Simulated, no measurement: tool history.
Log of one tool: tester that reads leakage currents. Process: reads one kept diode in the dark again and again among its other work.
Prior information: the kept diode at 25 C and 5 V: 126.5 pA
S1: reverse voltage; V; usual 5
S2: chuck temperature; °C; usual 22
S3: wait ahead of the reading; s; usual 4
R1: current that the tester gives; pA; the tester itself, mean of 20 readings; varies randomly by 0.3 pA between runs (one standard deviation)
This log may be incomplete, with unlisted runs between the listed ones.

run 1 day=0 | S1=5 S2=22 S3=4 | R1=113.61
run 2 day=3.879 | S1=5 S2=22 S3=4 | R1=115.04
run 3 day=6.279 | S1=5 S2=22 S3=4 | R1=115.98
-- day=7.692 probe card cleaned and baked
run 4 day=11.2 | S1=5 S2=22 S3=4 | R1=103.22
run 5 day=13.575 | S1=5 S2=22 S3=0.36 | R1=105.57
run 6 day=17.925 | S1=5 S2=22 S3=0.36 | R1=106.7
run 7 day=21.729 | S1=5 S2=22 S3=7.8 | R1=106.49
run 8 day=24.275 | S1=12.59 S2=24 S3=0.52 | R1=220.64
run 9 day=28.225 | S1=4.42 S2=47 S3=4 | R1=659.7
run 10 day=31.996 | S1=5 S2=22 S3=7.24 | R1=109.99
run 11 day=34.454 | S1=5.82 S2=59 S3=4 | R1=1733.96
-- day=36.9 tester calibrated
run 12 day=36.9 | S1=5.82 S2=56 S3=4 | R1=1394.12
run 13 day=39.75 | S1=5 S2=39 S3=2.25 | R1=391.54

Branching from run 13: 3 alternative next runs. What would each branch give?
run A day=42.862 | S1=5.37 S2=36 S3=0.31 | R1=?
run B day=42.862 | S1=18.92 S2=35 S3=1.82 | R1=?
run C day=42.862 | S1=5 S2=26 S3=0.66 | R1=?

run=A R1=331.32
run=B R1=653.69
run=C R1=150.27
The same runs, with their run-to-run variation unchanged, on a tool lacking any hidden condition would have given:
run=A R1=313.98
run=B R1=605.22
run=C R1=137.82
